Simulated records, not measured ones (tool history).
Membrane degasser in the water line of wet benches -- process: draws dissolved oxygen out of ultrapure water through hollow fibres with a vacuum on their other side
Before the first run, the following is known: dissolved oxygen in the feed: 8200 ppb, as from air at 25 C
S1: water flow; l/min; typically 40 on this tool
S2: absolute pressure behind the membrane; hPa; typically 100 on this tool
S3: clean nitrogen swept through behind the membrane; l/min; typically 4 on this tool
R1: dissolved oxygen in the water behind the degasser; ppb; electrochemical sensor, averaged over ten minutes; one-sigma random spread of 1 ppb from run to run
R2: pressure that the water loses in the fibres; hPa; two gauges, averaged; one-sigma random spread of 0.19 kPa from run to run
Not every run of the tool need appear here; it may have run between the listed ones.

| run | day | S1 | S2 | S3 | R1 | R2 |
|---|---|---|---|---|---|---|
| 1 | 0 | 40 | 100 | 4 | 165.6 | 389.3 |
| 2 | 2.483 | 40 | 100 | 4 | 162.9 | 389 |
| 3 | 4.35 | 36 | 100 | 4 | 146.8 | 347.8 |
| 4 | 7.196 | 40 | 106 | 4 | 177.6 | 391.1 |
| 5 | 9.671 | 44 | 106 | 4 | 193.4 | 429.5 |
| 6 | 12.8 | 40 | 100 | 4 | 161.4 | 392.1 |
| 7 | 14.875 | 57 | 100 | 4 | 238.8 | 559 |
| 8 | 17.154 | 57 | 100 | 4 | 238.9 | 553.6 |
| 9 | 20.525 | 57 | 100 | 4 | 234.1 | 557.4 |
| 10 | 24.083 | 57 | 100 | 4 | 236.1 | 558.7 |
| 11 | 27.358 | 57 | 100 | 4 | 234.6 | 555.4 |
| 12 | 28.879 | 57 | 100 | 4 | 234.6 | 562.1 |
| 13 | 30.75 | 57 | 100 | 4 | 235.6 | 558.9 |
| 14 | 33.95 | 57 | 100 | 4 | 239.1 | 557.9 |
| 15 | 37.212 | 40 | 124 | 4 | 217 | 394.1 |
|  | 37.862 | vacuum gauge calibrated |
| 16 | 40.346 | 40 | 100 | 5.42 | 122.4 | 393.3 |
| 17 | 42.362 | 32 | 70 | 2.52 | 111.5 | 316.9 |
| 18 | 45.758 | 32 | 70 | 2.52 | 112 | 315.1 |
| 19 | 47.592 | 45 | 61 | 4.91 | 68.7 | 440.4 |
| 20 | 49.879 | 60 | 87 | 3.66 | 220.8 | 588.6 |
| 21 | 51.946 | 53 | 63 | 10.67 | 49.9 | 522.1 |
| 22 | 54.117 | 53 | 63 | 10.67 | 49.9 | 520.4 |
| 23 | 57.042 | 49 | 103 | 10.72 | 87.7 | 478 |
| 24 | 60.117 | 29 | 105 | 1.85 | 255.9 | 285.8 |

Run 25 is up next; what results do you expect?
| 25 | 62.533 | 29 | 105 | 1.85 | ? | ? |

R1: 257.4 ppb
R2: 286 hPa
The same run, on a tool lacking any hidden state, would have yielded R1 256.3 ppb, R2 279.4 hPa.
